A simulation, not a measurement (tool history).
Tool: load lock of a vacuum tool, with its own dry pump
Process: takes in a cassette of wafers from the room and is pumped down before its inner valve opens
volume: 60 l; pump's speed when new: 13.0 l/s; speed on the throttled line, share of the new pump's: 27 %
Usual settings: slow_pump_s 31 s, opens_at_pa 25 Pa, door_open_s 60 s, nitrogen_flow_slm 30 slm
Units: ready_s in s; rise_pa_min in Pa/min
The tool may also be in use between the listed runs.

run,hour,slow_pump_s,opens_at_pa,door_open_s,nitrogen_flow_slm,"incoming humidity of the room's air, %",ready_s,rise_pa_min
1,0,31,25,60,30,44.6,62.4,0.102
2,73.2,29,25,60,30,41.2,59.4,0.108
3,133.1,29,25,60,30,42.6,59.8,0.105
4,250.5,31,25,60,30,48.9,61.6,0.111
5,316.9,31,25,60,30,42.5,61.5,0.111
6,375,31,25,60,30,43.8,60.5,0.108
7,483.8,31,25,60,30,44.5,61.9,0.116
8,577,31,25,60,30,45.4,61.7,0.12
9,716.9,31,25,60,30,46.9,62.7,0.122
10,782.9,31,25,60,30,43.1,62.3,0.124
11,870.3,31,25,60,30,42.3,62,0.127
12,1004.5,31,25,60,30,47,62.4,0.131
13,1085.4,53,25,60,22,45.5,77.2,0.136
14,1194.4,31,25,60,6,48.7,62.3,0.157
15,1274.7,17,47,65,6,45.4,48.7,0.153
16,1363,25,25,60,30,43.7,58.8,0.141
17,1482.2,25,25,60,30,46.6,57.1,0.141
18,1612.5,24,19,90,9,47.8,58.7,0.17
19,1676.4,24,19,90,9,46,57.5,0.173
20,1738.6,31,24,57,30,41.1,62.4,0.153
21,1803.9,31,24,180,17,42.2,62.9,0.167
22,1898.8,22,42,170,10,44.9,53.2,0.184
23,2038.7,31,31,60,30,44.7,61.4,0.157

4 ways to go on from here, each from the tool as it stands after run 23. What would each give?
A,2159.8,31,31,88,8,43.8,?,?
B,2159.8,42,31,60,30,45.5,?,?
C,2159.8,16,32,60,30,47.9,?,?
D,2159.8,31,31,43,30,44.7,?,?

run,ready_s,rise_pa_min
A,61.2,0.183
B,69.4,0.163
C,50.7,0.163
D,60.6,0.161
Without the tool's hidden state the same runs would have given:
run,ready_s,rise_pa_min
A,59.9,0.047
B,68.1,0.025
C,49.2,0.027
D,59.3,0.025

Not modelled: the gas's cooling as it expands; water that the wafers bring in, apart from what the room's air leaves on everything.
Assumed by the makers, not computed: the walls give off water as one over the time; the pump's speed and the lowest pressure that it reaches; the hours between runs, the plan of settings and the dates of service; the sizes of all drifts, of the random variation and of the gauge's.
